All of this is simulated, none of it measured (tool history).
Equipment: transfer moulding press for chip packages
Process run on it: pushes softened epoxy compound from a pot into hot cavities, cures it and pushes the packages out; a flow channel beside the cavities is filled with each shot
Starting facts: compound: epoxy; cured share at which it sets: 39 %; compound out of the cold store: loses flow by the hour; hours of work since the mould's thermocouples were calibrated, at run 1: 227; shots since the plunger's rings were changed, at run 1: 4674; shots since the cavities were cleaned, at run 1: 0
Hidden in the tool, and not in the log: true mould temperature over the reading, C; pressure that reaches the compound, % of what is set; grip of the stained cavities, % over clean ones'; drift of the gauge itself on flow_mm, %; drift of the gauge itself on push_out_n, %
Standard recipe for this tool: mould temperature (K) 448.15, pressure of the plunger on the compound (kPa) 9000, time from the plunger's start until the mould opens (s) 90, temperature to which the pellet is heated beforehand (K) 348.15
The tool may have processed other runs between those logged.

run,day,mould temperature (K),pressure of the plunger on the compound (kPa),time from the plunger's start until the mould opens (s),temperature to which the pellet is heated beforehand (K),hours of work since the mould's thermocouples were calibrated,shots since the plunger's rings were changed,shots since the cavities were cleaned,incoming compound's hours out of the cold store,length that the compound runs in the flow channel (mm),greatest force on the pins that push the packages out (N)
1,0.000,448.15,9000,90,348.15,227,4674,0,23.4,581,402
# day 0.329: plunger's sealing rings changed
2,0.838,448.15,9000,90,340.15,235,134,193,29.4,566,408
3,1.638,448.15,9000,90,340.15,245,345,404,29.1,570,424
4,3.221,448.15,9000,90,348.15,264,761,820,14.1,604,422
5,3.917,448.15,10840,90,348.15,272,945,1004,29.7,620,427
# day 4.775: cavities cleaned with cleaning compound and waxed
6,5.500,448.15,10840,90,348.15,291,1345,191,14.7,664,415
7,6.812,448.15,9000,90,348.15,307,1691,537,30.1,564,398
8,8.075,448.15,9000,90,348.15,322,2023,869,18.6,594,408
# day 9.371: cavities cleaned with cleaning compound and waxed
9,9.408,440.15,9000,90,348.15,337,2358,10,13.3,626,721
10,10.454,448.15,9190,90,348.15,350,2634,286,11.8,614,432
11,11.967,448.15,9190,90,348.15,368,3031,683,35.8,559,407
12,12.833,448.15,9000,115,348.15,378,3261,913,9.4,618,309
# day 13.988: cavities cleaned with cleaning compound and waxed
13,14.221,448.15,9000,115,348.15,394,3609,62,31.3,560,308
14,15.600,448.15,9000,115,348.15,411,3972,425,41.7,536,288
# day 17.233: mould's thermocouples calibrated
15,17.233,448.15,9000,115,357.15,0,4380,833,35.8,550,295
16,18.329,448.15,9000,90,353.15,13,4668,1121,27.9,570,382
# day 18.679: plunger's sealing rings changed
# day 18.812: cavities cleaned with cleaning compound and waxed
17,19.529,448.15,9000,90,353.15,26,207,188,28.2,568,394
18,20.829,448.15,9000,90,353.15,41,550,531,11.9,613,414
19,21.788,448.15,9000,90,353.15,53,803,784,47.0,523,371
20,23.175,445.15,9970,83,341.15,70,1168,1149,38.7,580,583
# day 23.408: cavities cleaned with cleaning compound and waxed
21,24.175,455.15,8670,127,345.15,81,1415,202,33.5,533,290
22,24.875,449.15,9000,115,343.15,89,1599,386,24.0,577,311
23,25.796,449.15,9000,115,343.15,100,1842,629,47.3,525,291
24,26.838,449.15,8690,118,343.15,113,2116,903,14.2,593,292
25,27.683,449.15,8690,118,343.15,123,2339,1126,42.4,525,295
# day 28.075: cavities cleaned with cleaning compound and waxed
26,29.033,448.15,8910,90,356.15,139,2678,252,11.6,607,419
27,30.025,452.15,7160,70,342.15,151,2939,513,23.8,511,585
28,31.054,452.15,7530,90,342.15,163,3210,784,30.1,506,342

Each row is a separate what-if for the run after 28, all from the same tool condition, not one after another. Results?
A,31.762,441.15,7530,113,342.15,171,3396,970,28.3,?,?
B,31.762,452.15,10890,90,342.15,171,3396,970,26.8,?,?
C,31.762,448.15,9000,90,353.15,171,3396,970,35.8,?,?

run,length that the compound runs in the flow channel (mm),greatest force on the pins that push the packages out (N)
A,536,410
B,621,330
C,551,403
Take away the tool's hidden state, keep each run's random variation, and the runs would have read:
run,length that the compound runs in the flow channel (mm),greatest force on the pins that push the packages out (N)
A,536,405
B,621,326
C,551,398
